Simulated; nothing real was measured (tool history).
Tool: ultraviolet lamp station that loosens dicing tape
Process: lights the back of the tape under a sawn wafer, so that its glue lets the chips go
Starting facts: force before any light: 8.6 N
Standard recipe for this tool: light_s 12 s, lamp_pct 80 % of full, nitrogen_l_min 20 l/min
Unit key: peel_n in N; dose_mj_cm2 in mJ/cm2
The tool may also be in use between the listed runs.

{"run": 1, "hour": 0.0, "light_s": 12, "lamp_pct": 80, "nitrogen_l_min": 20, "peel_n": 0.352, "dose_mj_cm2": 244}
{"run": 2, "hour": 42.5, "light_s": 12, "lamp_pct": 80, "nitrogen_l_min": 20, "peel_n": 0.349, "dose_mj_cm2": 245}
{"run": 3, "hour": 79.6, "light_s": 12, "lamp_pct": 80, "nitrogen_l_min": 20, "peel_n": 0.356, "dose_mj_cm2": 247}
{"run": 4, "hour": 122.4, "light_s": 12, "lamp_pct": 92, "nitrogen_l_min": 20, "peel_n": 0.294, "dose_mj_cm2": 285}
{"run": 5, "hour": 155.1, "light_s": 12, "lamp_pct": 92, "nitrogen_l_min": 20, "peel_n": 0.284, "dose_mj_cm2": 283}
{"run": 6, "hour": 198.5, "light_s": 12, "lamp_pct": 92, "nitrogen_l_min": 19, "peel_n": 0.297, "dose_mj_cm2": 281}
{"run": 7, "hour": 263.9, "light_s": 12, "lamp_pct": 68, "nitrogen_l_min": 19, "peel_n": 0.503, "dose_mj_cm2": 205}
{"hour": 308.0, "done": "window cleaned of glue's vapour"}
{"run": 8, "hour": 309.7, "light_s": 12, "lamp_pct": 68, "nitrogen_l_min": 19, "peel_n": 0.512, "dose_mj_cm2": 205}
{"run": 9, "hour": 360.8, "light_s": 16, "lamp_pct": 80, "nitrogen_l_min": 20, "peel_n": 0.248, "dose_mj_cm2": 331}
{"run": 10, "hour": 410.9, "light_s": 16, "lamp_pct": 80, "nitrogen_l_min": 20, "peel_n": 0.248, "dose_mj_cm2": 323}
{"run": 11, "hour": 464.9, "light_s": 16, "lamp_pct": 80, "nitrogen_l_min": 20, "peel_n": 0.249, "dose_mj_cm2": 328}
{"run": 12, "hour": 517.9, "light_s": 16, "lamp_pct": 72, "nitrogen_l_min": 20, "peel_n": 0.283, "dose_mj_cm2": 293}
{"run": 13, "hour": 583.7, "light_s": 12, "lamp_pct": 80, "nitrogen_l_min": 20, "peel_n": 0.353, "dose_mj_cm2": 241}
{"run": 14, "hour": 640.3, "light_s": 12, "lamp_pct": 80, "nitrogen_l_min": 20, "peel_n": 0.355, "dose_mj_cm2": 246}
{"run": 15, "hour": 684.6, "light_s": 12, "lamp_pct": 80, "nitrogen_l_min": 10, "peel_n": 0.579, "dose_mj_cm2": 239}
{"hour": 694.4, "done": "window cleaned of glue's vapour"}
{"run": 16, "hour": 750.5, "light_s": 12, "lamp_pct": 80, "nitrogen_l_min": 10, "peel_n": 0.58, "dose_mj_cm2": 246}
{"run": 17, "hour": 795.1, "light_s": 12, "lamp_pct": 80, "nitrogen_l_min": 10, "peel_n": 0.562, "dose_mj_cm2": 244}
{"run": 18, "hour": 842.8, "light_s": 12, "lamp_pct": 80, "nitrogen_l_min": 10, "peel_n": 0.585, "dose_mj_cm2": 239}
{"run": 19, "hour": 876.9, "light_s": 12, "lamp_pct": 80, "nitrogen_l_min": 10, "peel_n": 0.594, "dose_mj_cm2": 244}
{"run": 20, "hour": 942.3, "light_s": 12, "lamp_pct": 80, "nitrogen_l_min": 10, "peel_n": 0.586, "dose_mj_cm2": 242}
{"hour": 956.1, "done": "lamp changed"}
{"run": 21, "hour": 978.2, "light_s": 12, "lamp_pct": 80, "nitrogen_l_min": 10, "peel_n": 0.566, "dose_mj_cm2": 246}
{"run": 22, "hour": 1037.4, "light_s": 23, "lamp_pct": 74, "nitrogen_l_min": 23, "peel_n": 0.215, "dose_mj_cm2": 434}
{"run": 23, "hour": 1069.6, "light_s": 23, "lamp_pct": 74, "nitrogen_l_min": 23, "peel_n": 0.206, "dose_mj_cm2": 436}
{"hour": 1082.8, "done": "window cleaned of glue's vapour"}
{"run": 24, "hour": 1108.4, "light_s": 10, "lamp_pct": 90, "nitrogen_l_min": 20, "peel_n": 0.404, "dose_mj_cm2": 227}
{"run": 25, "hour": 1158.5, "light_s": 10, "lamp_pct": 90, "nitrogen_l_min": 20, "peel_n": 0.406, "dose_mj_cm2": 232}
{"run": 26, "hour": 1190.6, "light_s": 17, "lamp_pct": 97, "nitrogen_l_min": 31, "peel_n": 0.211, "dose_mj_cm2": 419}
{"run": 27, "hour": 1222.9, "light_s": 12, "lamp_pct": 70, "nitrogen_l_min": 22, "peel_n": 0.435, "dose_mj_cm2": 213}
{"run": 28, "hour": 1282.2, "light_s": 18, "lamp_pct": 88, "nitrogen_l_min": 10, "peel_n": 0.264, "dose_mj_cm2": 398}
{"run": 29, "hour": 1348.1, "light_s": 12, "lamp_pct": 87, "nitrogen_l_min": 13, "peel_n": 0.414, "dose_mj_cm2": 261}
{"run": 30, "hour": 1377.3, "light_s": 12, "lamp_pct": 64, "nitrogen_l_min": 13, "peel_n": 0.764, "dose_mj_cm2": 196}
{"run": 31, "hour": 1423.2, "light_s": 21, "lamp_pct": 73, "nitrogen_l_min": 20, "peel_n": 0.217, "dose_mj_cm2": 386}
{"hour": 1470.0, "done": "window cleaned of glue's vapour"}
{"run": 32, "hour": 1482.0, "light_s": 8, "lamp_pct": 95, "nitrogen_l_min": 17, "peel_n": 0.643, "dose_mj_cm2": 193}
{"run": 33, "hour": 1518.9, "light_s": 8, "lamp_pct": 95, "nitrogen_l_min": 17, "peel_n": 0.615, "dose_mj_cm2": 195}
{"run": 34, "hour": 1574.9, "light_s": 21, "lamp_pct": 64, "nitrogen_l_min": 38, "peel_n": 0.218, "dose_mj_cm2": 344}
{"run": 35, "hour": 1636.0, "light_s": 16, "lamp_pct": 68, "nitrogen_l_min": 8, "peel_n": 0.537, "dose_mj_cm2": 276}
{"run": 36, "hour": 1683.6, "light_s": 16, "lamp_pct": 68, "nitrogen_l_min": 8, "peel_n": 0.52, "dose_mj_cm2": 279}
{"run": 37, "hour": 1725.8, "light_s": 16, "lamp_pct": 68, "nitrogen_l_min": 8, "peel_n": 0.53, "dose_mj_cm2": 275}
{"run": 38, "hour": 1766.7, "light_s": 16, "lamp_pct": 68, "nitrogen_l_min": 8, "peel_n": 0.536, "dose_mj_cm2": 281}
{"run": 39, "hour": 1814.8, "light_s": 16, "lamp_pct": 68, "nitrogen_l_min": 8, "peel_n": 0.532, "dose_mj_cm2": 275}
{"run": 40, "hour": 1855.2, "light_s": 16, "lamp_pct": 68, "nitrogen_l_min": 8, "peel_n": 0.549, "dose_mj_cm2": 276}
{"hour": 1858.4, "done": "window cleaned of glue's vapour"}
{"hour": 1914.7, "done": "lamp changed"}
{"run": 41, "hour": 1914.7, "light_s": 7, "lamp_pct": 80, "nitrogen_l_min": 20, "peel_n": 1.047, "dose_mj_cm2": 144}

Forecast run 42:
{"run": 42, "hour": 1958.3, "light_s": 12, "lamp_pct": 80, "nitrogen_l_min": 17, "peel_n": "?", "dose_mj_cm2": "?"}

Run 42 came out at peel_n 0.389 N, dose_mj_cm2 245 mJ/cm2.
Had the tool carried no hidden state, the very same run would have given peel_n 0.388 N, dose_mj_cm2 245 mJ/cm2.

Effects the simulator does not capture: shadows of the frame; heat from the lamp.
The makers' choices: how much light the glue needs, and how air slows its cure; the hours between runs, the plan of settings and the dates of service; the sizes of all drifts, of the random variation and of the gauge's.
